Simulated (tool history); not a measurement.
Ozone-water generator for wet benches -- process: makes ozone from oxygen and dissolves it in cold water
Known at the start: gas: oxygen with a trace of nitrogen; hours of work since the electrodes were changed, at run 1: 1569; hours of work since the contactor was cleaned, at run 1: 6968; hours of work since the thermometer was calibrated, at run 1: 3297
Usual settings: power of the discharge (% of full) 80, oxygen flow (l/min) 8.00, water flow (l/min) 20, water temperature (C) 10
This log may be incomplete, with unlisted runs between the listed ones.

| run | hour | power of the discharge (% of full) | oxygen flow (l/min) | water flow (l/min) | water temperature (C) | hours of work since the electrodes were changed | hours of work since the contactor was cleaned | hours of work since the thermometer was calibrated | dissolved ozone (ppm) | ozone in the gas ahead of the water (g/m3) |
|---|---|---|---|---|---|---|---|---|---|---|
| 1 | 0.0 | 80 | 8.00 | 20 | 10 | 1569 | 6968 | 3297 | 22.4 | 200.0 |
| 2 | 216.0 | 80 | 8.00 | 20 | 10 | 1747 | 7146 | 3476 | 22.7 | 201.3 |
| 3 | 376.3 | 80 | 8.00 | 20 | 10 | 1880 | 7279 | 3608 | 22.4 | 198.3 |
| 4 | 485.7 | 80 | 8.00 | 20 | 13 | 1970 | 7369 | 3698 | 21.5 | 198.5 |
| 5 | 658.5 | 80 | 8.00 | 20 | 7 | 2113 | 7512 | 3841 | 23.5 | 202.6 |
| 6 | 842.0 | 80 | 8.00 | 20 | 7 | 2264 | 7663 | 3993 | 23.3 | 197.7 |
| 7 | 975.6 | 80 | 8.00 | 20 | 7 | 2375 | 7774 | 4103 | 23.4 | 197.8 |
| 8 | 1147.8 | 80 | 8.00 | 20 | 7 | 2517 | 7916 | 4245 | 23.6 | 199.5 |
| 9 | 1362.1 | 80 | 8.00 | 20 | 7 | 2694 | 8093 | 4422 | 23.6 | 199.0 |
|  | 1386.1 | contactor cleaned |
| 10 | 1549.7 | 80 | 8.00 | 20 | 7 | 2846 | 135 | 4574 | 23.8 | 200.4 |
| 11 | 1688.2 | 80 | 8.00 | 20 | 7 | 2960 | 250 | 4688 | 23.6 | 197.3 |
| 12 | 1883.9 | 80 | 8.00 | 23 | 10 | 3122 | 411 | 4850 | 19.5 | 198.6 |
| 13 | 2040.6 | 80 | 8.00 | 23 | 10 | 3251 | 541 | 4980 | 19.7 | 197.7 |
| 14 | 2145.0 | 80 | 8.00 | 23 | 10 | 3337 | 627 | 5066 | 19.5 | 198.8 |
| 15 | 2330.9 | 80 | 8.00 | 23 | 10 | 3491 | 780 | 5219 | 19.4 | 198.1 |
| 16 | 2510.3 | 80 | 8.00 | 23 | 10 | 3639 | 929 | 5368 | 19.7 | 195.3 |
| 17 | 2680.5 | 43 | 8.17 | 14 | 7 | 3780 | 1069 | 5508 | 20.4 | 124.0 |

What will run 18 give?
| 18 | 2787.6 | 43 | 8.17 | 14 | 7 | 3868 | 1158 | 5597 | ? | ? |

dissolved ozone (ppm): 20.5
ozone in the gas ahead of the water (g/m3): 124.3
If the tool had no hidden condition, the same run with the same run-to-run variation would have returned dissolved ozone (ppm) 20.5, ozone in the gas ahead of the water (g/m3) 126.0.
